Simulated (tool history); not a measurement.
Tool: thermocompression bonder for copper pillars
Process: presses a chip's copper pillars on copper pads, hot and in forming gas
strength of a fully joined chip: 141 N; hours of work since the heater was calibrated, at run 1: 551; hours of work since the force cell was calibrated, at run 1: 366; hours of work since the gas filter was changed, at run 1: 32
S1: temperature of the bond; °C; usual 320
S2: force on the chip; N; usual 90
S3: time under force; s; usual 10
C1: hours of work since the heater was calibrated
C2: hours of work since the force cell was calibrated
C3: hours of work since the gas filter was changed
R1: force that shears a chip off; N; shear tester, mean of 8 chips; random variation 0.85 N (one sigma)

run,hour,S1,S2,S3,C1,C2,C3,R1
1,0,320,90,10,551,366,32,65.4
2,18.1,320,90,10,563,378,44,63.2
3,34.2,320,90,10,574,389,55,65.2
4,51.2,320,90,27,585,401,66,88
5,70.3,320,90,27,598,413,79,85.9
6,90.2,320,90,27,611,427,92,84.6
7,104.5,320,90,10,621,436,102,62.3
8,116.6,320,90,10,629,444,110,61.4
9,140.6,320,90,10,645,460,126,60.2
10,157.6,320,90,10,656,472,137,60.6
11,171.9,320,90,10,666,481,147,59.2
12,188.1,320,90,10,676,492,158,59.4
13,204.6,320,90,10,687,503,169,57.7
14,229.1,330,90,10,704,519,185,64
# hour 234.5: forming gas filter changed
15,247.2,320,63,10,716,531,9,43.5
16,262.8,320,63,10,726,542,19,43.2
17,284.2,320,63,10,740,556,33,42.5
18,301.6,320,63,10,752,568,45,44.1
19,323.7,320,63,10,767,582,60,42.8
20,345,347,90,11,781,597,74,78.8
21,366.3,341,90,11,795,611,88,74.6
22,389.7,342,90,16,811,626,104,80.8
23,406.8,319,90,8,822,638,115,54.4
24,419.5,303,72,13,831,646,124,42
25,441.5,303,72,13,845,661,138,42.7
26,452.4,303,72,13,853,668,146,43.1
27,472,317,59,10,866,681,159,34.8
28,491.5,317,59,10,879,694,172,34.9
29,507.5,338,124,10,890,705,182,85
# hour 517.2: forming gas filter changed
30,528.1,338,124,10,903,719,7,96.7
31,552.6,338,100,10,919,735,24,79.3
32,563.8,338,100,10,927,742,31,79.5
33,574.1,320,128,5,934,749,38,69
34,595,343,94,12,948,763,52,81.6
35,607.6,319,57,14,956,772,60,42.3
36,622.4,339,112,20,966,782,70,100.8
37,641.1,348,112,12,979,794,83,94.8
38,656.4,325,68,18,989,804,93,57.4

Some steps in R1 between neighbouring runs. How much of each would the tool show without its hidden state too (settings, what came in, random variation), and how much is left for the hidden state, with any gauge scatter that isn't in both results?
The hidden state here: true temperature of the bond over the reading, C; force that reaches the chip, % of what is set; oxide that the forming gas leaves, % of the face; drift of the gauge itself on shear_n, %.
Run 14 -> 15: S1 330 -> 320, S2 90 -> 63, forming gas filter changed. R1 -20.5 N: hidden state +8.9, all else -29.4.
Run 28 -> 29: S1 317 -> 338, S2 59 -> 124. R1 +50.1 N: hidden state -8.3, all else +58.4.
Run 29 -> 30: forming gas filter changed. R1 +11.7 N: hidden state +10.2, all else +1.5.
Run 34 -> 35: S1 343 -> 319, S2 94 -> 57, S3 12 -> 14. R1 -39.3 N: hidden state +2.5, all else -41.8.
Run 35 -> 36: S1 319 -> 339, S2 57 -> 112, S3 14 -> 20. R1 +58.5 N: hidden state -3.9, all else +62.4.
